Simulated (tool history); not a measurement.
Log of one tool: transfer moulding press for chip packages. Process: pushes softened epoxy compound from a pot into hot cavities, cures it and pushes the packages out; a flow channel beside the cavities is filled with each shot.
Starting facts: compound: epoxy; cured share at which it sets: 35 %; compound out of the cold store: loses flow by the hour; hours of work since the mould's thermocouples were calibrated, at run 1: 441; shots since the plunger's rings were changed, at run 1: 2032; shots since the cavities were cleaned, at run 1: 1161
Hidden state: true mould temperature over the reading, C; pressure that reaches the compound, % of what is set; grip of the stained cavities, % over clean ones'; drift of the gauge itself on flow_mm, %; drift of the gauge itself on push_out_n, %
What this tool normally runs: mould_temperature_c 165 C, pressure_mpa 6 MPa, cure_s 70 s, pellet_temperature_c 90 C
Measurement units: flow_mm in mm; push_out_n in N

run	hour	mould_temperature_c	pressure_mpa	cure_s	pellet_temperature_c	hours of work since the mould's thermocouples were calibrated	shots since the plunger's rings were changed	shots since the cavities were cleaned	incoming compound's hours out of the cold store	flow_mm	push_out_n
1	0	165	6	70	90	441	2032	1161	22.5	541.9	538
# hour 3.7: cavities cleaned with cleaning compound and waxed
2	25.5	165	6	70	90	452	2275	221	28.2	533.6	503
# hour 67.5: plunger's sealing rings changed
3	67.5	165	6	70	90	470	0	621	10.6	562.7	544
4	106.1	165	6	92	90	488	391	1012	47.4	503.1	311
# hour 123.7: cavities cleaned with cleaning compound and waxed
5	135.4	165	6	70	90	501	671	117	13	558.5	543
6	158.4	165	6	70	90	512	905	351	15.4	553.7	545
7	175.4	165	6	70	90	520	1077	523	46.2	504.4	507
8	203.5	165	6.25	70	90	533	1361	807	45.4	514.3	484
# hour 240: cavities cleaned with cleaning compound and waxed
9	241.4	165	6.31	70	90	550	1730	14	28.7	544.5	524
10	268.2	165	6.31	70	90	562	2001	285	10.8	577.1	545
11	304.1	165	6.31	70	90	579	2364	648	33	539.7	512
# hour 337.6: plunger's sealing rings changed
12	339.8	165	6	70	90	594	22	985	31.9	526.4	514
# hour 361.1: cavities cleaned with cleaning compound and waxed
13	368.1	165	6	70	90	607	293	71	33.2	524.3	508
14	401.1	161	6	70	90	622	627	405	18.8	558	735
15	430.1	166	6	70	90	635	920	698	37.9	515	464
16	466.7	166	6	60	97	653	1291	1069	18.5	545.9	717
# hour 480.6: cavities cleaned with cleaning compound and waxed
17	500.8	166	6	60	97	668	1621	205	44.5	504.2	666
18	523.8	165	5.89	89	84	678	1854	438	9.1	560.9	343
19	548.8	158	5.89	104	84	690	2107	691	26	547.4	360
20	574.8	165	6.78	70	90	702	2370	954	25.5	572.2	524
# hour 597.4: cavities cleaned with cleaning compound and waxed
21	604.4	167	5.81	58	90	715	2655	71	40.5	500.9	684
# hour 609.3: plunger's sealing rings changed
22	638	165	4.6	70	89	730	291	386	46.4	441.8	496
23	672.8	165	4.6	70	89	746	643	738	29.1	466.9	529
24	692	158	5.49	52	85	755	837	932	44.6	499.8	1415
# hour 717.5: cavities cleaned with cleaning compound and waxed
25	723.9	165	6.86	70	90	769	1145	65	14.4	593.3	537
26	755.3	165	6.56	70	90	784	1463	383	8.4	591.8	544
# hour 764.2: mould's thermocouples calibrated
27	786.4	165	6.56	70	90	10	1758	678	23.4	565.9	519

Here are 3 independent what-if runs from the current tool condition. What would each one return?
A	808.1	159	5.78	70	89	20	1977	897	18.6	?	?
B	808.1	170	6.56	70	94	20	1977	897	28.4	?	?
C	808.1	165	6.42	60	95	20	1977	897	32.3	?	?

run	flow_mm	push_out_n
A	551.5	855
B	544.8	359
C	543.5	733
Without the tool's unlogged condition, the same runs would have read:
run	flow_mm	push_out_n
A	551.6	851
B	544.9	357
C	543.6	730
